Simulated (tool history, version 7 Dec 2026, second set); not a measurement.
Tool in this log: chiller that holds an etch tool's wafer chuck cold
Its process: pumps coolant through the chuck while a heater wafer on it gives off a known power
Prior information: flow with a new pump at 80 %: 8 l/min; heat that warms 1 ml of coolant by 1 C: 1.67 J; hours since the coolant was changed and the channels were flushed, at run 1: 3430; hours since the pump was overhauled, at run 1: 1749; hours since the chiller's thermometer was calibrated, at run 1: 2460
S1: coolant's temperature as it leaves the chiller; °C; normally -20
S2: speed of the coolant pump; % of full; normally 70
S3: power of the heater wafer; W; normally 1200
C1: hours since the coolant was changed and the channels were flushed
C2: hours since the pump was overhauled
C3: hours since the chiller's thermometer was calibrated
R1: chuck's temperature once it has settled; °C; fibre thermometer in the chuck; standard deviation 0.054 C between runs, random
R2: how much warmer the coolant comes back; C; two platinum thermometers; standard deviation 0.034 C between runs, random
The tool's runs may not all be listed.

{"run": 1, "hour": 0.0, "S1": -20, "S2": 70, "S3": 1200, "C1": 3430, "C2": 1749, "C3": 2460, "R1": -9.32, "R2": 6.41}
{"run": 2, "hour": 46.4, "S1": -20, "S2": 70, "S3": 1200, "C1": 3477, "C2": 1795, "C3": 2507, "R1": -9.18, "R2": 6.43}
{"run": 3, "hour": 77.8, "S1": -20, "S2": 70, "S3": 1200, "C1": 3508, "C2": 1827, "C3": 2538, "R1": -9.32, "R2": 6.42}
{"run": 4, "hour": 119.5, "S1": -20, "S2": 70, "S3": 1200, "C1": 3550, "C2": 1868, "C3": 2580, "R1": -9.32, "R2": 6.4}
{"run": 5, "hour": 152.2, "S1": -20, "S2": 70, "S3": 1200, "C1": 3583, "C2": 1901, "C3": 2613, "R1": -9.19, "R2": 6.38}
{"run": 6, "hour": 206.2, "S1": -20, "S2": 70, "S3": 1200, "C1": 3637, "C2": 1955, "C3": 2667, "R1": -9.26, "R2": 6.52}
{"run": 7, "hour": 256.8, "S1": -20, "S2": 70, "S3": 1200, "C1": 3687, "C2": 2006, "C3": 2717, "R1": -9.27, "R2": 6.41}
{"run": 8, "hour": 308.4, "S1": -20, "S2": 62, "S3": 1200, "C1": 3739, "C2": 2057, "C3": 2769, "R1": -8.21, "R2": 7.36}
{"run": 9, "hour": 363.8, "S1": -22, "S2": 70, "S3": 1200, "C1": 3794, "C2": 2113, "C3": 2824, "R1": -11.12, "R2": 6.4}
{"run": 10, "hour": 409.8, "S1": -30, "S2": 62, "S3": 1230, "C1": 3840, "C2": 2159, "C3": 2870, "R1": -17.91, "R2": 7.58}
{"hour": 440.4, "done": "chiller's thermometer calibrated"}
{"run": 11, "hour": 466.9, "S1": -25, "S2": 70, "S3": 1200, "C1": 3896, "C2": 2215, "C3": 27, "R1": -14.41, "R2": 6.45}
{"run": 12, "hour": 509.7, "S1": -25, "S2": 70, "S3": 1200, "C1": 3939, "C2": 2257, "C3": 69, "R1": -14.44, "R2": 6.5}
{"run": 13, "hour": 558.1, "S1": -11, "S2": 85, "S3": 1043, "C1": 3988, "C2": 2306, "C3": 118, "R1": -2.96, "R2": 4.54}
{"run": 14, "hour": 604.0, "S1": -16, "S2": 96, "S3": 1010, "C1": 4033, "C2": 2352, "C3": 164, "R1": -8.83, "R2": 3.93}
{"run": 15, "hour": 648.4, "S1": -16, "S2": 96, "S3": 1010, "C1": 4078, "C2": 2396, "C3": 208, "R1": -8.72, "R2": 3.88}
{"run": 16, "hour": 677.1, "S1": -20, "S2": 85, "S3": 1028, "C1": 4107, "C2": 2425, "C3": 237, "R1": -12.05, "R2": 4.56}
{"run": 17, "hour": 714.8, "S1": -24, "S2": 72, "S3": 1163, "C1": 4144, "C2": 2462, "C3": 274, "R1": -13.83, "R2": 6.11}

Measured minus without-hidden-state, run by run (identical run-to-run variation in each term; gauge scatter may differ):
What the log doesn't record here: heat passed by the chuck's channels, % of clean ones'; flow at a given pump speed, % of a new pump's; coolant's true temperature over the reading, C; drift of the gauge itself on chuck_c, C; drift of the gauge itself on warmer_back_c, C.
run=1 R1=+0.83 R2=+0.18
run=2 R1=+0.85 R2=+0.18
run=3 R1=+0.86 R2=+0.19
run=4 R1=+0.87 R2=+0.2
run=5 R1=+0.88 R2=+0.2
run=6 R1=+0.9 R2=+0.21
run=7 R1=+0.92 R2=+0.21
run=8 R1=+0.98 R2=+0.25
run=9 R1=+0.95 R2=+0.22
run=10 R1=+1.03 R2=+0.27
run=11 R1=+0.69 R2=+0.24
run=12 R1=+0.7 R2=+0.24
run=13 R1=+0.57 R2=+0.18
run=14 R1=+0.53 R2=+0.15
run=15 R1=+0.54 R2=+0.16
run=16 R1=+0.6 R2=+0.19
run=17 R1=+0.74 R2=+0.25
